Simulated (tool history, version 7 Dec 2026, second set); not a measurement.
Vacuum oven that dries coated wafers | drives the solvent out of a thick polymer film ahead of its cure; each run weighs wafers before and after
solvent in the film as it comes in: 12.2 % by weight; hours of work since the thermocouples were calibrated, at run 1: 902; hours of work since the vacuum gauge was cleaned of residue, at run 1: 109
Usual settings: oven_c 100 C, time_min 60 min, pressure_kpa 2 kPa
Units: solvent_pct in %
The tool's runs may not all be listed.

| run | hour | oven_c | time_min | pressure_kpa | hours of work since the thermocouples were calibrated | hours of work since the vacuum gauge was cleaned of residue | solvent_pct |
|---|---|---|---|---|---|---|---|
| 1 | 0 | 100 | 60 | 2 | 902 | 109 | 2.58 |
| 2 | 5.4 | 100 | 60 | 2 | 906 | 112 | 2.54 |
| 3 | 16.2 | 101 | 60 | 2 | 913 | 119 | 2.41 |
|  | 26.4 | oven's thermocouples calibrated |
| 4 | 29.9 | 100 | 60 | 2 | 2 | 127 | 2.29 |
| 5 | 42.2 | 100 | 60 | 2 | 10 | 135 | 2.29 |
| 6 | 52.8 | 100 | 60 | 2 | 17 | 142 | 2.31 |
| 7 | 62.1 | 100 | 60 | 2 | 24 | 148 | 2.33 |
| 8 | 72.2 | 100 | 60 | 2 | 30 | 155 | 2.34 |
| 9 | 83.3 | 100 | 60 | 2 | 38 | 162 | 2.28 |
| 10 | 95.7 | 100 | 60 | 4.85 | 46 | 170 | 3.44 |
| 11 | 102.3 | 100 | 60 | 4.85 | 50 | 175 | 3.38 |
| 12 | 114.3 | 100 | 60 | 2 | 58 | 183 | 2.34 |
| 13 | 119.8 | 100 | 60 | 2.33 | 62 | 186 | 2.45 |
| 14 | 126.3 | 100 | 60 | 2.33 | 66 | 191 | 2.45 |
| 15 | 133.2 | 100 | 47 | 2 | 71 | 195 | 3.03 |
| 16 | 144.9 | 100 | 47 | 2 | 78 | 203 | 3.05 |
| 17 | 151.7 | 100 | 47 | 2 | 83 | 207 | 3.04 |
| 18 | 159.7 | 100 | 60 | 2 | 88 | 213 | 2.35 |
| 19 | 166.1 | 100 | 60 | 2 | 92 | 217 | 2.32 |
| 20 | 175 | 100 | 60 | 2 | 98 | 223 | 2.3 |
| 21 | 180.7 | 100 | 60 | 2 | 102 | 227 | 2.32 |
| 22 | 192.7 | 100 | 60 | 2 | 110 | 235 | 2.33 |
| 23 | 199.3 | 100 | 60 | 2 | 114 | 239 | 2.34 |
| 24 | 212 | 100 | 60 | 2 | 123 | 247 | 2.34 |
| 25 | 221.2 | 100 | 60 | 2 | 129 | 253 | 2.35 |
| 26 | 231.7 | 114 | 35 | 1.33 | 136 | 260 | 1.87 |
| 27 | 239.2 | 114 | 35 | 1.33 | 141 | 265 | 1.85 |
| 28 | 251.8 | 114 | 54 | 2.18 | 149 | 274 | 1.12 |
| 29 | 257.4 | 100 | 60 | 1.07 | 153 | 277 | 1.99 |
| 30 | 269.5 | 104 | 65 | 4.11 | 161 | 285 | 2.44 |
| 31 | 274.8 | 100 | 63 | 2 | 164 | 289 | 2.21 |
| 32 | 280.8 | 86 | 31 | 2 | 168 | 293 | 6.63 |
| 33 | 292.4 | 86 | 31 | 2 | 176 | 301 | 6.61 |
| 34 | 305.2 | 100 | 77 | 2 | 184 | 309 | 1.74 |
| 35 | 314.4 | 100 | 77 | 2 | 190 | 315 | 1.73 |
| 36 | 326.5 | 100 | 60 | 3.62 | 198 | 323 | 3 |
| 37 | 339 | 100 | 60 | 3.62 | 207 | 331 | 2.98 |
| 38 | 349.3 | 100 | 60 | 3.62 | 213 | 338 | 2.98 |
| 39 | 358.8 | 100 | 60 | 3.62 | 220 | 344 | 2.99 |
| 40 | 369.6 | 100 | 34 | 3.29 | 227 | 352 | 4.53 |
| 41 | 379.5 | 105 | 38 | 6.01 | 233 | 358 | 4.24 |
| 42 | 385.4 | 100 | 60 | 3.9 | 237 | 362 | 3.09 |
| 43 | 397.3 | 100 | 86 | 1.36 | 245 | 370 | 1.27 |
| 44 | 407.8 | 100 | 38 | 4.3 | 252 | 377 | 4.54 |
| 45 | 419 | 100 | 60 | 1.8 | 260 | 384 | 2.29 |
| 46 | 428.6 | 100 | 60 | 2.99 | 266 | 391 | 2.77 |

Hidden state at the last listed run before each entry between runs and at the first one after, where it differs:
Between runs 3 and 4: oven's thermocouples calibrated (hour 26.4)
  true wafer temperature over the reading, C: -1.53 -> 0.3; true pressure over the reading, kPa: 0 -> 0.001
  measured less the result without the state, solvent_pct: +0.21 -> -0.05 %
